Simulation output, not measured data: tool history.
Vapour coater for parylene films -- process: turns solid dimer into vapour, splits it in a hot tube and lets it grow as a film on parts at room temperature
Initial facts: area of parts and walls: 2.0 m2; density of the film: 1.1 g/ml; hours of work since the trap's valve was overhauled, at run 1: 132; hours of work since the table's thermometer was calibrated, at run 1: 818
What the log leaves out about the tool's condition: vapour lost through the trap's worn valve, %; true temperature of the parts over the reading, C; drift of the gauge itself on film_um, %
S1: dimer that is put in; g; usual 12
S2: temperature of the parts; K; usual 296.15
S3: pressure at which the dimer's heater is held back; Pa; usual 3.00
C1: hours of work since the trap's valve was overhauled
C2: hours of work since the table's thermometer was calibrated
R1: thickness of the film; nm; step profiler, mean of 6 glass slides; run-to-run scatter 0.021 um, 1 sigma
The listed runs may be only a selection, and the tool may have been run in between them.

Run 1, day 0.000: usual settings; C1 132; C2 818. Result: R1 3630 nm.
Run 2, day 1.650: usual settings; C1 149; C2 835. Result: R1 3620 nm.
Run 3, day 3.646: usual settings; C1 170; C2 856. Result: R1 3630 nm.
Run 4, day 6.254: usual settings but S1 6 g; C1 197; C2 882. Result: R1 1790 nm.
At day 6.783: table's thermometer calibrated.
Run 5, day 8.029: usual settings; C1 215; C2 13. Result: R1 3600 nm.
Run 6, day 10.888: usual settings; C1 244; C2 42. Result: R1 3580 nm.
Run 7, day 12.738: usual settings; C1 263; C2 61. Result: R1 3580 nm.
Run 8, day 15.358: usual settings; C1 291; C2 88. Result: R1 3560 nm.
At day 16.696: trap's valve overhauled.
Run 9, day 17.375: usual settings but S2 289.15 K; C1 7; C2 108. Result: R1 3950 nm.
Run 10, day 19.088: usual settings but S2 289.15 K; C1 25; C2 125. Result: R1 3920 nm.
Run 11, day 20.825: usual settings but S2 289.15 K; C1 43; C2 143. Result: R1 3920 nm.
Run 12, day 23.650: usual settings but S1 6 g; C1 72; C2 172. Result: R1 1710 nm.
Run 13, day 26.596: usual settings but S3 2.34 Pa; C1 102; C2 203. Result: R1 3590 nm.
At day 27.983: trap's valve overhauled, once more.
Run 14, day 28.846: usual settings; C1 9; C2 224. Result: R1 3740 nm.
Run 15, day 30.967: usual settings; C1 31; C2 246. Result: R1 3730 nm.
Run 16, day 33.912: usual settings but S3 2.49 Pa; C1 61; C2 277. Result: R1 3800 nm.
Run 17, day 36.071: usual settings but S3 2.42 Pa; C1 83; C2 299. Result: R1 3800 nm.
Run 18, day 38.229: usual settings but S3 2.42 Pa; C1 106; C2 321. Result: R1 3830 nm.
Run 19, day 40.604: usual settings but S3 2.42 Pa; C1 130; C2 346. Result: R1 3760 nm.
Run 20, day 43.025: usual settings but S3 3.50 Pa; C1 155; C2 371. Result: R1 3530 nm.
Run 21, day 45.288: usual settings; C1 179; C2 394. Result: R1 3610 nm.
Run 22, day 47.492: usual settings; C1 201; C2 417. Result: R1 3610 nm.
Run 23, day 49.704: usual settings; C1 224; C2 439. Result: R1 3600 nm.
Run 24, day 51.862: usual settings; C1 246; C2 462. Result: R1 3600 nm.
Run 25, day 54.096: usual settings; C1 269; C2 485. Result: R1 3580 nm.
Run 26, day 57.033: usual settings but S1 8 g, S2 305.15 K, S3 6.23 Pa; C1 300; C2 515. Result: R1 1840 nm.
At day 57.442: trap's valve overhauled.
Run 27, day 59.196: usual settings but S1 8 g, S2 305.15 K, S3 6.23 Pa; C1 18; C2 536. Result: R1 1940 nm.
Run 28, day 62.183: usual settings but S1 8 g, S2 290.15 K, S3 3.74 Pa; C1 49; C2 567. Result: R1 2650 nm.
Run 29, day 65.012: usual settings but S1 5 g, S2 306.15 K, S3 3.93 Pa; C1 78; C2 596. Result: R1 1250 nm.
Run 30, day 67.029: usual settings but S1 5 g, S2 306.15 K, S3 3.93 Pa; C1 99; C2 617. Result: R1 1250 nm.
Run 31, day 69.983: usual settings but S1 5 g, S2 306.15 K, S3 3.93 Pa; C1 129; C2 647. Result: R1 1230 nm.
Run 32, day 71.200: usual settings but S1 5 g, S2 306.15 K, S3 2.98 Pa; C1 142; C2 660. Result: R1 1300 nm.
Run 33, day 74.050: usual settings but S1 5 g, S2 306.15 K, S3 2.98 Pa; C1 171; C2 689. Result: R1 1280 nm.
Run 34, day 75.738: usual settings but S1 9 g, S2 306.15 K, S3 4.93 Pa; C1 189; C2 706. Result: R1 2110 nm.
Run 35, day 77.217: usual settings but S1 9 g, S2 300.15 K, S3 8.70 Pa; C1 204; C2 722. Result: R1 2150 nm.
Run 36, day 78.662: usual settings but S1 21 g, S2 301.15 K, S3 2.98 Pa; C1 219; C2 737. Result: R1 5710 nm.
Run 37, day 80.212: usual settings but S1 16 g, S2 290.15 K, S3 9.73 Pa; C1 235; C2 753. Result: R1 4440 nm.
Run 38, day 82.708: usual settings but S1 16 g, S2 290.15 K, S3 9.73 Pa; C1 261; C2 778. Result: R1 4430 nm.
Run 39, day 84.083: usual settings but S1 13 g, S2 290.15 K, S3 2.19 Pa; C1 275; C2 793. Result: R1 4480 nm.
At day 86.946: trap's valve overhauled.
Run 40, day 87.000: usual settings but S1 20 g, S2 304.15 K, S3 6.78 Pa; C1 1; C2 821. Result: R1 4840 nm.
Run 41, day 89.529: usual settings but S1 11 g, S2 305.15 K, S3 7.24 Pa; C1 27; C2 847. Result: R1 2570 nm.
Run 42, day 92.262: usual settings but S2 289.15 K, S3 3.12 Pa; C1 55; C2 875. Result: R1 4160 nm.
At day 93.588: table's thermometer calibrated.
Run 43, day 95.133: usual settings but S2 289.15 K, S3 3.12 Pa; C1 84; C2 16. Result: R1 4170 nm.
Run 44, day 96.404: usual settings but S1 9 g, S3 3.26 Pa; C1 97; C2 29. Result: R1 2750 nm.
Run 45, day 99.254: usual settings but S1 9 g, S3 3.26 Pa; C1 127; C2 59. Result: R1 2740 nm.
Run 46, day 101.612: usual settings but S1 9 g, S2 292.15 K, S3 3.50 Pa; C1 151; C2 83. Result: R1 2830 nm.
Run 47, day 103.450: usual settings but S1 9 g, S2 292.15 K, S3 3.50 Pa; C1 170; C2 102. Result: R1 2870 nm.

Predict each of these 4 candidate next runs independently; none follows another, all start after run 47:
Run A, day 106.392: usual settings but S1 20 g, S2 292.15 K, S3 3.50 Pa; C1 200; C2 132. Result: R1 ?.
Run B, day 106.392: usual settings but S1 9 g, S2 302.15 K, S3 3.50 Pa; C1 200; C2 132. Result: R1 ?.
Run C, day 106.392: usual settings; C1 200; C2 132. Result: R1 ?.
Run D, day 106.392: usual settings but S1 5 g, S2 295.15 K, S3 10.62 Pa; C1 200; C2 132. Result: R1 ?.

run    R1
  A  6330
  B  2430
  C  3580
  D  1300
Had the tool no hidden state, the same runs would have come out as:
run    R1
  A  6600
  B  2530
  C  3740
  D  1360
